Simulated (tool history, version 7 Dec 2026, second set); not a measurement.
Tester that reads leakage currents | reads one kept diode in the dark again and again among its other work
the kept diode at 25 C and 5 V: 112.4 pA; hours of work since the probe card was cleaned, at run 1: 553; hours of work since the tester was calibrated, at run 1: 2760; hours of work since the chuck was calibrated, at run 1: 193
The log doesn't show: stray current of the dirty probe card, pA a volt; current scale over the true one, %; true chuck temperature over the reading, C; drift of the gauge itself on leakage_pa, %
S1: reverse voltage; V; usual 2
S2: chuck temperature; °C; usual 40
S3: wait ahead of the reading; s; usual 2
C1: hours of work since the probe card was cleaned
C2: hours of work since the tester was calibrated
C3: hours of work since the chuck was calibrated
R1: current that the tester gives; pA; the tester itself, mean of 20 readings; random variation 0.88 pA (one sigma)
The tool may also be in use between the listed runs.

{"run": 1, "hour": 0.0, "S1": 2, "S2": 40, "S3": 2, "C1": 553, "C2": 2760, "C3": 193, "R1": 291.31}
{"run": 2, "hour": 253.9, "S1": 3.34, "S2": 40, "S3": 2, "C1": 683, "C2": 2889, "C3": 323, "R1": 350.4}
{"run": 3, "hour": 423.7, "S1": 3.34, "S2": 40, "S3": 2, "C1": 769, "C2": 2976, "C3": 409, "R1": 347.09}
{"run": 4, "hour": 627.3, "S1": 2, "S2": 22, "S3": 2, "C1": 873, "C2": 3080, "C3": 513, "R1": 58.69}
{"run": 5, "hour": 754.2, "S1": 2, "S2": 40, "S3": 2, "C1": 938, "C2": 3145, "C3": 578, "R1": 280.65}
{"run": 6, "hour": 981.1, "S1": 2, "S2": 40, "S3": 2, "C1": 1054, "C2": 3260, "C3": 694, "R1": 276.83}
{"run": 7, "hour": 1121.5, "S1": 2, "S2": 39, "S3": 2, "C1": 1125, "C2": 3332, "C3": 765, "R1": 252.84}
{"run": 8, "hour": 1350.7, "S1": 2, "S2": 39, "S3": 2, "C1": 1242, "C2": 3449, "C3": 882, "R1": 251.05}
{"hour": 1373.0, "done": "probe card cleaned and baked"}
{"run": 9, "hour": 1580.7, "S1": 2, "S2": 39, "S3": 2, "C1": 106, "C2": 3565, "C3": 998, "R1": 250.51}
{"run": 10, "hour": 1747.4, "S1": 2, "S2": 39, "S3": 2, "C1": 191, "C2": 3650, "C3": 1083, "R1": 246.49}
{"run": 11, "hour": 1912.8, "S1": 2, "S2": 39, "S3": 2, "C1": 275, "C2": 3734, "C3": 1167, "R1": 246.37}
{"run": 12, "hour": 2096.2, "S1": 2, "S2": 39, "S3": 2, "C1": 369, "C2": 3828, "C3": 1261, "R1": 243.07}
{"run": 13, "hour": 2240.2, "S1": 2, "S2": 39, "S3": 2, "C1": 442, "C2": 3901, "C3": 1334, "R1": 241.63}
{"hour": 2278.9, "done": "chuck's temperature calibrated"}
{"run": 14, "hour": 2415.2, "S1": 2, "S2": 39, "S3": 2, "C1": 531, "C2": 3989, "C3": 70, "R1": 274.71}
{"hour": 2430.4, "done": "probe card cleaned and baked, once more"}
{"run": 15, "hour": 2621.2, "S1": 2, "S2": 22, "S3": 2, "C1": 97, "C2": 4093, "C3": 173, "R1": 60.78}
{"run": 16, "hour": 2855.3, "S1": 1.38, "S2": 32, "S3": 1.16, "C1": 217, "C2": 4212, "C3": 293, "R1": 127.84}
{"run": 17, "hour": 3045.0, "S1": 1.38, "S2": 32, "S3": 1.16, "C1": 314, "C2": 4309, "C3": 389, "R1": 126.23}

Forecast each of these 5 alternatives for the next run:
{"run": "A", "hour": 3223.1, "S1": 2, "S2": 46, "S3": 2, "C1": 404, "C2": 4400, "C3": 480, "R1": "?"}
{"run": "B", "hour": 3223.1, "S1": 1.38, "S2": 26, "S3": 1.29, "C1": 404, "C2": 4400, "C3": 480, "R1": "?"}
{"run": "C", "hour": 3223.1, "S1": 4.63, "S2": 20, "S3": 2.15, "C1": 404, "C2": 4400, "C3": 480, "R1": "?"}
{"run": "D", "hour": 3223.1, "S1": 7.17, "S2": 40, "S3": 9.98, "C1": 404, "C2": 4400, "C3": 480, "R1": "?"}
{"run": "E", "hour": 3223.1, "S1": 5.98, "S2": 36, "S3": 1.69, "C1": 404, "C2": 4400, "C3": 480, "R1": "?"}

run=A R1=465.18
run=B R1=73.71
run=C R1=68
run=D R1=460.39
run=E R1=309.38
Without the tool's hidden state the same runs would have given:
run=A R1=476.59
run=B R1=75.78
run=C R1=69.39
run=D R1=471.53
run=E R1=317

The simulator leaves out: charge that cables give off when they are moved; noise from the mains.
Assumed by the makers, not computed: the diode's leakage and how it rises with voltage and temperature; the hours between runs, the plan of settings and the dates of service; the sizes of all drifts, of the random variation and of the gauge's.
